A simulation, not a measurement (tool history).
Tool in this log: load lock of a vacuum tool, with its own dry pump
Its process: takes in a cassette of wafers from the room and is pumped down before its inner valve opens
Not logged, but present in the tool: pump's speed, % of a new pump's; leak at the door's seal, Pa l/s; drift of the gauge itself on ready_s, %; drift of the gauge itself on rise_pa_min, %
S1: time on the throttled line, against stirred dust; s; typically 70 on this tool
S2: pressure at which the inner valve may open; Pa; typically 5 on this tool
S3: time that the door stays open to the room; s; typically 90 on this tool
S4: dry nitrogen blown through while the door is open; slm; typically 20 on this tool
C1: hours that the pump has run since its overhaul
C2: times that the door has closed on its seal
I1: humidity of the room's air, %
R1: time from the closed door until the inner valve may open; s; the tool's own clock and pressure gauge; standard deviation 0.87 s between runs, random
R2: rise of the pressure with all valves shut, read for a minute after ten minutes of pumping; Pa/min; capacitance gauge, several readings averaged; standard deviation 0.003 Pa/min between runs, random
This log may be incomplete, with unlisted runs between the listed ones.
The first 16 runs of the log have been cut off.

run     hour   S1  S2   S3  S4    C1     C2    I1     R1     R2
      6665.4  -- dry pump taken out, an overhauled one fitted
 17   6665.4   70   5   90  20     0  22327  50.5  136.8  0.147
 18   7203.0   70   5   90  20   538  23283  45.7  135.3  0.152
 19   7686.4   70   5   55  13  1021  24143  44.7  137.4  0.152
 20   8050.1   70   5   55  13  1385  24790  46.4  137.6  0.153
 21   8481.5   70   9   55  13  1816  25558  47.8  131.9  0.162
 22   9029.6   70   6   32  13  2364  26532  42.9  135.9  0.159
 23   9363.0   70   7   52  21  2698  27125  41.1  135.5  0.166
 24   9597.3   35   5   90  20  2932  27542  41.7  109.8  0.181
 25  10063.4   35   5   90   8  3398  28371  40.4  110.3  0.193
 26  10523.5   90   5   90   7  3858  29189  44.6  156.7  0.209
 27  10896.2   90   5   90   7  4231  29852  47.5  156.8  0.208
 28  11267.2   90   5   90  10  4602  30512  43.1  157.2  0.209
 29  11550.0   70   7   90  27  4885  31015  43.6  137.8  0.203
 30  11972.5   51   7  180  20  5307  31767  43.6  123.5  0.214
 31  12507.9   51   7  180  20  5843  32719  44.9  124.2  0.238
 32  12779.1   70   6   90  18  6114  33201  45.4  140.4  0.232
 33  13020.6  101   8   40  23  6355  33631  46.6  163.7  0.220
 34  13272.0  101   8   40  23  6607  34078  45.7  165.5  0.226
 35  13683.3  101   8   40  23  7018  34810  45.0  165.0  0.225
 36  13926.3  103   5   90   7  7261  35242  45.8  170.6  0.259

5 ways to go on from here, each from the tool as it stands after run 36. What would each give?
  A  14195.3   85   5  197  19  7530  35720  46.4   ?   ?
  B  14195.3   70   5  189   9  7530  35720  46.9   ?   ?
  C  14195.3  103   7   43  19  7530  35720  47.1   ?   ?
  D  14195.3  103   5   69   7  7530  35720  41.7   ?   ?
  E  14195.3  103  10   90  10  7530  35720  46.2   ?   ?

run     R1     R2
  A  157.7  0.269
  B  143.8  0.278
  C  166.4  0.251
  D  172.4  0.254
  E  165.0  0.254
Had the tool no hidden state, the same runs would have come out as:
run     R1     R2
  A  149.2  0.054
  B  135.1  0.065
  C  158.8  0.034
  D  164.3  0.040
  E  157.7  0.043

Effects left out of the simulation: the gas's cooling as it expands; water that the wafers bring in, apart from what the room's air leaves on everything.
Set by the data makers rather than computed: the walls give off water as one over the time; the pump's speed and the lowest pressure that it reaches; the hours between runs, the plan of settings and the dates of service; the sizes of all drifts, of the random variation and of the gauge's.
